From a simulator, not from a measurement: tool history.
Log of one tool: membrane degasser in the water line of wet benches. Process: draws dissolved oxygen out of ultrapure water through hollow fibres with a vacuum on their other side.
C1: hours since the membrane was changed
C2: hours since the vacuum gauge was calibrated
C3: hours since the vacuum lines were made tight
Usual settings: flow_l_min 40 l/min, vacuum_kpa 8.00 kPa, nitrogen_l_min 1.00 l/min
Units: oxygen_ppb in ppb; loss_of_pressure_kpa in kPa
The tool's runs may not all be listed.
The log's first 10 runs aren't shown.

Run 11, hour 1937.5: usual settings but vacuum_kpa 12.20 kPa; C1 2520; C2 7190; C3 2918. Result: oxygen_ppb 702.3 ppb, loss_of_pressure_kpa 57.13 kPa.
Run 12, hour 2120.3: usual settings but vacuum_kpa 4.93 kPa; C1 2703; C2 7373; C3 3101. Result: oxygen_ppb 171.0 ppb, loss_of_pressure_kpa 57.37 kPa.
At hour 2135.8: vacuum gauge calibrated.
Run 13, hour 2282.9: usual settings but vacuum_kpa 4.93 kPa; C1 2865; C2 147; C3 3263. Result: oxygen_ppb 153.5 ppb, loss_of_pressure_kpa 57.61 kPa.
Run 14, hour 2477.6: usual settings; C1 3060; C2 342; C3 3457. Result: oxygen_ppb 387.5 ppb, loss_of_pressure_kpa 57.46 kPa.
Run 15, hour 2642.2: usual settings; C1 3224; C2 506; C3 3622. Result: oxygen_ppb 386.9 ppb, loss_of_pressure_kpa 57.49 kPa.
Run 16, hour 2823.3: usual settings but flow_l_min 35 l/min; C1 3405; C2 687; C3 3803. Result: oxygen_ppb 342.8 ppb, loss_of_pressure_kpa 50.45 kPa.
Run 17, hour 2936.0: usual settings but vacuum_kpa 7.01 kPa, nitrogen_l_min 2.26 l/min; C1 3518; C2 800; C3 3916. Result: oxygen_ppb 165.5 ppb, loss_of_pressure_kpa 57.35 kPa.
Run 18, hour 3084.3: usual settings but vacuum_kpa 7.01 kPa, nitrogen_l_min 2.26 l/min; C1 3666; C2 948; C3 4064. Result: oxygen_ppb 167.5 ppb, loss_of_pressure_kpa 57.83 kPa.
Run 19, hour 3309.4: usual settings but nitrogen_l_min 0.53 l/min; C1 3892; C2 1174; C3 4289. Result: oxygen_ppb 609.5 ppb, loss_of_pressure_kpa 57.70 kPa.
Run 20, hour 3506.0: usual settings but flow_l_min 29 l/min, nitrogen_l_min 0.53 l/min; C1 4088; C2 1370; C3 4486. Result: oxygen_ppb 471.7 ppb, loss_of_pressure_kpa 41.90 kPa.
Run 21, hour 3643.0: usual settings but nitrogen_l_min 0.95 l/min; C1 4225; C2 1507; C3 4623. Result: oxygen_ppb 406.0 ppb, loss_of_pressure_kpa 57.79 kPa.
Run 22, hour 3774.8: usual settings but nitrogen_l_min 0.95 l/min; C1 4357; C2 1639; C3 4755. Result: oxygen_ppb 408.1 ppb, loss_of_pressure_kpa 58.30 kPa.
Run 23, hour 3969.9: usual settings but nitrogen_l_min 0.95 l/min; C1 4552; C2 1834; C3 4950. Result: oxygen_ppb 405.9 ppb, loss_of_pressure_kpa 57.65 kPa.
Run 24, hour 4208.4: usual settings but nitrogen_l_min 0.95 l/min; C1 4791; C2 2073; C3 5188. Result: oxygen_ppb 407.0 ppb, loss_of_pressure_kpa 58.90 kPa.
Run 25, hour 4410.1: usual settings but flow_l_min 31 l/min, nitrogen_l_min 0.95 l/min; C1 4992; C2 2274; C3 5390. Result: oxygen_ppb 326.8 ppb, loss_of_pressure_kpa 45.10 kPa.
Run 26, hour 4567.1: usual settings but vacuum_kpa 11.70 kPa, nitrogen_l_min 2.29 l/min; C1 5149; C2 2431; C3 5547. Result: oxygen_ppb 348.7 ppb, loss_of_pressure_kpa 58.30 kPa.
At hour 4730.2: seals of the vacuum lines changed.
Run 27, hour 4805.1: usual settings but flow_l_min 31 l/min, vacuum_kpa 10.79 kPa; C1 5385; C2 2667; C3 75. Result: oxygen_ppb 479.3 ppb, loss_of_pressure_kpa 45.56 kPa.
Run 28, hour 4944.9: usual settings but vacuum_kpa 9.28 kPa; C1 5525; C2 2807; C3 215. Result: oxygen_ppb 489.1 ppb, loss_of_pressure_kpa 58.64 kPa.
Run 29, hour 5202.0: usual settings but flow_l_min 64 l/min, vacuum_kpa 17.88 kPa, nitrogen_l_min 1.42 l/min; C1 5782; C2 3064; C3 472. Result: oxygen_ppb 1249.3 ppb, loss_of_pressure_kpa 94.72 kPa.
Run 30, hour 5457.2: usual settings but vacuum_kpa 9.04 kPa, nitrogen_l_min 2.17 l/min; C1 6037; C2 3319; C3 727. Result: oxygen_ppb 261.2 ppb, loss_of_pressure_kpa 58.88 kPa.
Run 31, hour 5695.6: usual settings but flow_l_min 55 l/min, vacuum_kpa 9.04 kPa, nitrogen_l_min 1.21 l/min; C1 6276; C2 3558; C3 965. Result: oxygen_ppb 565.9 ppb, loss_of_pressure_kpa 81.68 kPa.
Run 32, hour 5943.4: usual settings but flow_l_min 55 l/min, vacuum_kpa 10.20 kPa, nitrogen_l_min 1.54 l/min; C1 6524; C2 3806; C3 1213. Result: oxygen_ppb 563.9 ppb, loss_of_pressure_kpa 81.93 kPa.

Forecast each of these 4 alternatives for the next run:
Run A, hour 6138.7: usual settings but flow_l_min 60 l/min, vacuum_kpa 14.79 kPa; C1 6719; C2 4001; C3 1409. Result: oxygen_ppb ?, loss_of_pressure_kpa ?.
Run B, hour 6138.7: usual settings but flow_l_min 60 l/min; C1 6719; C2 4001; C3 1409. Result: oxygen_ppb ?, loss_of_pressure_kpa ?.
Run C, hour 6138.7: usual settings but vacuum_kpa 8.59 kPa; C1 6719; C2 4001; C3 1409. Result: oxygen_ppb ?, loss_of_pressure_kpa ?.
Run D, hour 6138.7: usual settings but flow_l_min 34 l/min, vacuum_kpa 10.04 kPa, nitrogen_l_min 0.42 l/min; C1 6719; C2 4001; C3 1409. Result: oxygen_ppb ?, loss_of_pressure_kpa ?.

run  oxygen_ppb  loss_of_pressure_kpa
  A      1224.0                 89.05
  B       597.3                 89.28
  C       435.7                 59.09
  D       880.0                 50.60
Without the tool's hidden state the same runs would have given:
run  oxygen_ppb  loss_of_pressure_kpa
  A      1192.9                 84.10
  B       561.8                 84.30
  C       419.3                 55.78
  D       860.7                 47.78
